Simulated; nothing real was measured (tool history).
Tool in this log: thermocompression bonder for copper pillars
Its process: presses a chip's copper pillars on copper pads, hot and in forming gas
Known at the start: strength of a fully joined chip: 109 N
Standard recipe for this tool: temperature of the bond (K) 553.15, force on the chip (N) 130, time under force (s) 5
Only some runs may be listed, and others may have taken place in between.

run    day  temperature of the bond (K)  force on the chip (N)  time under force (s)  force that shears a chip off (N)
  1      0                       553.15                    130                     5                              58.5
  2  0.929                       553.15                    130                     5                                58
  3  2.025                       553.15                    130                     5                                57
  4  2.512                       560.15                    130                     5                              61.2
  5  3.629                       553.15                    130                     5                              56.6
  6    4.4                       553.15                    130                     5                              55.9

Run 7 has not been measured yet. What should we expect?
  7  4.908                       553.15                    130                     5                                 ?

Run 7 gave force that shears a chip off (N) 56.1.
The same run, on a tool lacking any hidden state, would have yielded force that shears a chip off (N) 60.3.

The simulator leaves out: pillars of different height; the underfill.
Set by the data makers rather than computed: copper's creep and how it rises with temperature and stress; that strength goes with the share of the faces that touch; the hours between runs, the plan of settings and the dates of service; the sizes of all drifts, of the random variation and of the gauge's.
